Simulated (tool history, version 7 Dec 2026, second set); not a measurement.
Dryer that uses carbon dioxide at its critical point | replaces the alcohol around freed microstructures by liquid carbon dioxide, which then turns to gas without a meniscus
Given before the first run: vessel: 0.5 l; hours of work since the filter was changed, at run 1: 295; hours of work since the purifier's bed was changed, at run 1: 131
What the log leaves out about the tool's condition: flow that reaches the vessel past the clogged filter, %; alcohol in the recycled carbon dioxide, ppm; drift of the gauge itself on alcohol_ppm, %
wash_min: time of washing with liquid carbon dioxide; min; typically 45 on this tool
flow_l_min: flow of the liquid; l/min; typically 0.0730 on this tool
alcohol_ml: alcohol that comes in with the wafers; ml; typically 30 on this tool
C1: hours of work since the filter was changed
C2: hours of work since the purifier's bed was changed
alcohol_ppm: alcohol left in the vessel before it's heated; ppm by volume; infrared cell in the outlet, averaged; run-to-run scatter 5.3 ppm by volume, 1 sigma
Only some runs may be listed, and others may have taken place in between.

{"run": 1, "hour": 0.0, "wash_min": 45, "flow_l_min": 0.073, "alcohol_ml": 30, "C1": 295, "C2": 131, "alcohol_ppm": 241}
{"run": 2, "hour": 10.6, "wash_min": 45, "flow_l_min": 0.073, "alcohol_ml": 30, "C1": 299, "C2": 135, "alcohol_ppm": 238}
{"run": 3, "hour": 26.5, "wash_min": 31, "flow_l_min": 0.073, "alcohol_ml": 30, "C1": 305, "C2": 141, "alcohol_ppm": 1283}
{"run": 4, "hour": 44.6, "wash_min": 45, "flow_l_min": 0.073, "alcohol_ml": 30, "C1": 312, "C2": 147, "alcohol_ppm": 246}
{"run": 5, "hour": 55.2, "wash_min": 45, "flow_l_min": 0.073, "alcohol_ml": 30, "C1": 316, "C2": 151, "alcohol_ppm": 249}
{"run": 6, "hour": 70.6, "wash_min": 45, "flow_l_min": 0.122, "alcohol_ml": 30, "C1": 321, "C2": 157, "alcohol_ppm": 26}
{"run": 7, "hour": 88.8, "wash_min": 45, "flow_l_min": 0.122, "alcohol_ml": 30, "C1": 328, "C2": 163, "alcohol_ppm": 24}
{"run": 8, "hour": 106.3, "wash_min": 45, "flow_l_min": 0.073, "alcohol_ml": 30, "C1": 334, "C2": 170, "alcohol_ppm": 266}
{"run": 9, "hour": 121.6, "wash_min": 45, "flow_l_min": 0.073, "alcohol_ml": 30, "C1": 340, "C2": 175, "alcohol_ppm": 260}
{"run": 10, "hour": 139.6, "wash_min": 45, "flow_l_min": 0.073, "alcohol_ml": 30, "C1": 346, "C2": 182, "alcohol_ppm": 270}
{"run": 11, "hour": 158.7, "wash_min": 45, "flow_l_min": 0.073, "alcohol_ml": 30, "C1": 353, "C2": 189, "alcohol_ppm": 274}
{"run": 12, "hour": 171.4, "wash_min": 45, "flow_l_min": 0.0486, "alcohol_ml": 30, "C1": 358, "C2": 193, "alcohol_ppm": 1468}
{"run": 13, "hour": 187.3, "wash_min": 45, "flow_l_min": 0.0486, "alcohol_ml": 30, "C1": 364, "C2": 199, "alcohol_ppm": 1504}
{"run": 14, "hour": 207.2, "wash_min": 30, "flow_l_min": 0.073, "alcohol_ml": 30, "C1": 371, "C2": 206, "alcohol_ppm": 1639}
{"run": 15, "hour": 220.2, "wash_min": 30, "flow_l_min": 0.073, "alcohol_ml": 30, "C1": 375, "C2": 211, "alcohol_ppm": 1635}
{"run": 16, "hour": 229.4, "wash_min": 30, "flow_l_min": 0.073, "alcohol_ml": 30, "C1": 379, "C2": 214, "alcohol_ppm": 1691}
{"run": 17, "hour": 241.4, "wash_min": 45, "flow_l_min": 0.073, "alcohol_ml": 30, "C1": 383, "C2": 219, "alcohol_ppm": 292}
{"run": 18, "hour": 258.5, "wash_min": 45, "flow_l_min": 0.073, "alcohol_ml": 30, "C1": 389, "C2": 225, "alcohol_ppm": 307}
{"run": 19, "hour": 274.5, "wash_min": 48, "flow_l_min": 0.073, "alcohol_ml": 30, "C1": 395, "C2": 231, "alcohol_ppm": 217}
{"run": 20, "hour": 283.1, "wash_min": 48, "flow_l_min": 0.073, "alcohol_ml": 30, "C1": 398, "C2": 234, "alcohol_ppm": 228}
{"run": 21, "hour": 303.5, "wash_min": 45, "flow_l_min": 0.073, "alcohol_ml": 30, "C1": 406, "C2": 241, "alcohol_ppm": 335}
{"run": 22, "hour": 315.6, "wash_min": 56, "flow_l_min": 0.0884, "alcohol_ml": 30, "C1": 410, "C2": 246, "alcohol_ppm": 45}
{"run": 23, "hour": 332.2, "wash_min": 30, "flow_l_min": 0.0591, "alcohol_ml": 95, "C1": 416, "C2": 252, "alcohol_ppm": 10536}
{"run": 24, "hour": 353.4, "wash_min": 30, "flow_l_min": 0.0607, "alcohol_ml": 23, "C1": 424, "C2": 259, "alcohol_ppm": 2343}
{"hour": 363.5, "done": "inlet filter changed"}
{"run": 25, "hour": 374.8, "wash_min": 30, "flow_l_min": 0.0607, "alcohol_ml": 23, "C1": 4, "C2": 267, "alcohol_ppm": 1351}
{"run": 26, "hour": 383.6, "wash_min": 66, "flow_l_min": 0.0607, "alcohol_ml": 23, "C1": 7, "C2": 270, "alcohol_ppm": 60}
{"run": 27, "hour": 399.8, "wash_min": 66, "flow_l_min": 0.0607, "alcohol_ml": 23, "C1": 13, "C2": 276, "alcohol_ppm": 52}
{"run": 28, "hour": 417.0, "wash_min": 66, "flow_l_min": 0.0607, "alcohol_ml": 23, "C1": 19, "C2": 282, "alcohol_ppm": 49}
{"run": 29, "hour": 428.5, "wash_min": 66, "flow_l_min": 0.0607, "alcohol_ml": 23, "C1": 24, "C2": 286, "alcohol_ppm": 48}
{"run": 30, "hour": 445.5, "wash_min": 66, "flow_l_min": 0.0849, "alcohol_ml": 61, "C1": 30, "C2": 293, "alcohol_ppm": 40}
{"run": 31, "hour": 454.9, "wash_min": 36, "flow_l_min": 0.0653, "alcohol_ml": 27, "C1": 33, "C2": 296, "alcohol_ppm": 607}
{"run": 32, "hour": 472.5, "wash_min": 36, "flow_l_min": 0.0653, "alcohol_ml": 27, "C1": 40, "C2": 302, "alcohol_ppm": 632}
{"run": 33, "hour": 481.9, "wash_min": 45, "flow_l_min": 0.0982, "alcohol_ml": 51, "C1": 43, "C2": 306, "alcohol_ppm": 52}
{"run": 34, "hour": 494.8, "wash_min": 41, "flow_l_min": 0.0671, "alcohol_ml": 25, "C1": 48, "C2": 310, "alcohol_ppm": 300}
{"run": 35, "hour": 511.0, "wash_min": 41, "flow_l_min": 0.0478, "alcohol_ml": 60, "C1": 54, "C2": 316, "alcohol_ppm": 2696}
{"run": 36, "hour": 531.3, "wash_min": 41, "flow_l_min": 0.0478, "alcohol_ml": 60, "C1": 61, "C2": 324, "alcohol_ppm": 2800}
{"run": 37, "hour": 547.0, "wash_min": 41, "flow_l_min": 0.0478, "alcohol_ml": 60, "C1": 67, "C2": 329, "alcohol_ppm": 2759}
{"run": 38, "hour": 563.0, "wash_min": 46, "flow_l_min": 0.073, "alcohol_ml": 62, "C1": 72, "C2": 335, "alcohol_ppm": 255}
{"run": 39, "hour": 580.4, "wash_min": 46, "flow_l_min": 0.1224, "alcohol_ml": 111, "C1": 79, "C2": 342, "alcohol_ppm": 40}
{"run": 40, "hour": 599.0, "wash_min": 40, "flow_l_min": 0.0733, "alcohol_ml": 32, "C1": 86, "C2": 348, "alcohol_ppm": 299}
{"run": 41, "hour": 618.1, "wash_min": 45, "flow_l_min": 0.0527, "alcohol_ml": 24, "C1": 92, "C2": 355, "alcohol_ppm": 565}
{"run": 42, "hour": 633.5, "wash_min": 45, "flow_l_min": 0.0527, "alcohol_ml": 24, "C1": 98, "C2": 361, "alcohol_ppm": 559}

Consider 3 possible next runs. They are alternatives, not a sequence: every one starts from the tool as it was left by run 42. What does each give?
{"run": "A", "hour": 643.2, "wash_min": 32, "flow_l_min": 0.073, "alcohol_ml": 30, "C1": 102, "C2": 364, "alcohol_ppm": "?"}
{"run": "B", "hour": 643.2, "wash_min": 64, "flow_l_min": 0.0641, "alcohol_ml": 31, "C1": 102, "C2": 364, "alcohol_ppm": "?"}
{"run": "C", "hour": 643.2, "wash_min": 45, "flow_l_min": 0.0527, "alcohol_ml": 31, "C1": 102, "C2": 364, "alcohol_ppm": "?"}

run=A alcohol_ppm=822
run=B alcohol_ppm=61
run=C alcohol_ppm=755
Had the tool no hidden state, the same runs would have come out as:
run=A alcohol_ppm=651
run=B alcohol_ppm=23
run=C alcohol_ppm=592
